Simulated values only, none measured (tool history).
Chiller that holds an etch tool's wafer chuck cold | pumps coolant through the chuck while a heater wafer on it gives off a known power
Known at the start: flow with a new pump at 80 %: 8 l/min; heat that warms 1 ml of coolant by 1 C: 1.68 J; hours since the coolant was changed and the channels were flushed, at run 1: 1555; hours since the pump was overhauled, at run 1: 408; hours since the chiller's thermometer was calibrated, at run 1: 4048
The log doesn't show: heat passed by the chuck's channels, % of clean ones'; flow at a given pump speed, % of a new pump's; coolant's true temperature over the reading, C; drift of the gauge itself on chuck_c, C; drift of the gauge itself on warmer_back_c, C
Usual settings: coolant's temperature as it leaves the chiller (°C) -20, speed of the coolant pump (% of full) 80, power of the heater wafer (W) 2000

run,hour,coolant's temperature as it leaves the chiller (°C),speed of the coolant pump (% of full),power of the heater wafer (W),hours since the coolant was changed and the channels were flushed,hours since the pump was overhauled,hours since the chiller's thermometer was calibrated,chuck's temperature once it has settled (°C),how much warmer the coolant comes back (C)
1,0.0,-20,80,2000,1555,408,4048,1.8,9.10
2,34.6,-20,80,2091,1589,442,4082,2.9,9.48
3,59.2,-20,80,2000,1614,467,4107,2.0,9.12
4,94.4,-20,80,2000,1649,502,4142,2.1,8.96
5,111.0,-20,80,2000,1666,519,4159,2.0,9.10
6,136.3,-20,80,2000,1691,544,4184,1.9,9.04
7,171.6,-20,80,2000,1726,579,4219,2.1,9.01
8,201.7,-20,80,2731,1756,609,4250,10.1,12.33
9,221.8,-20,80,2731,1776,629,4270,10.2,12.38
10,238.1,-20,80,2000,1793,646,4286,2.0,9.12
11,262.1,-20,80,2000,1817,670,4310,2.1,9.03
12,286.4,-20,80,2000,1841,694,4334,1.9,9.15
13,313.0,-20,91,2000,1868,721,4361,-0.7,7.87
# hour 340.6: chiller's thermometer calibrated
14,346.2,-20,80,2862,1900,753,6,12.1,13.03
15,375.6,-20,80,2000,1929,782,35,2.4,9.12
16,399.1,-20,80,2000,1953,806,58,2.5,9.17
17,429.2,-20,80,2000,1983,836,89,2.3,9.12
18,448.7,-20,80,2000,2002,855,108,2.5,9.15
19,480.9,-18,66,2794,2035,888,140,20.5,15.88
20,504.3,-18,66,2794,2058,911,164,20.3,15.87
# hour 512.2: coolant pump overhauled
21,531.1,-12,73,1393,2080,19,186,5.3,7.22
22,552.6,-12,73,2883,2101,40,207,24.4,14.69
23,582.1,-12,73,2883,2131,70,237,24.3,14.75
24,611.0,-20,80,2433,2160,99,265,7.9,11.30
25,644.3,-26,64,1086,2193,132,299,-10.5,6.51
# hour 652.6: coolant pump overhauled, once more
26,685.7,-26,64,1086,2229,33,335,-11.1,6.21
27,716.3,-28,78,1178,2260,64,366,-14.6,5.43
28,744.2,-28,78,1178,2288,92,394,-14.7,5.38
29,762.2,-28,78,1178,2306,110,412,-14.6,5.36
30,782.1,-18,85,1178,2326,129,432,-5.8,4.86
31,813.9,-18,85,1178,2358,161,463,-5.6,4.88

Hidden state at the last listed run before each entry between runs and at the first one after, where it differs:
Between runs 13 and 14: chiller's thermometer calibrated (hour 340.6)
  heat passed by the chuck's channels, % of clean ones': 94.2 -> 94.1; flow at a given pump speed, % of a new pump's: 98.2 -> 98.1; coolant's true temperature over the reading, C: -0.35 -> -0.1
  measured less the result without the state, chuck's temperature once it has settled (°C): +0.9 -> +1.9; how much warmer the coolant comes back (C): +0.15 -> +0.25
Between runs 20 and 21: coolant pump overhauled (hour 512.2)
  heat passed by the chuck's channels, % of clean ones': 93.7 -> 93.6; flow at a given pump speed, % of a new pump's: 97.8 -> 96.3; coolant's true temperature over the reading, C: -0.11 -> -0.12
  measured less the result without the state, chuck's temperature once it has settled (°C): +2.4 -> +1.3; how much warmer the coolant comes back (C): +0.35 -> +0.26
Between runs 25 and 26: coolant pump overhauled, once more (hour 652.6)
  heat passed by the chuck's channels, % of clean ones': 93.2 -> 93.1; flow at a given pump speed, % of a new pump's: 96.1 -> 100.5
  measured less the result without the state, chuck's temperature once it has settled (°C): +1.2 -> +0.6; how much warmer the coolant comes back (C): +0.25 -> -0.03
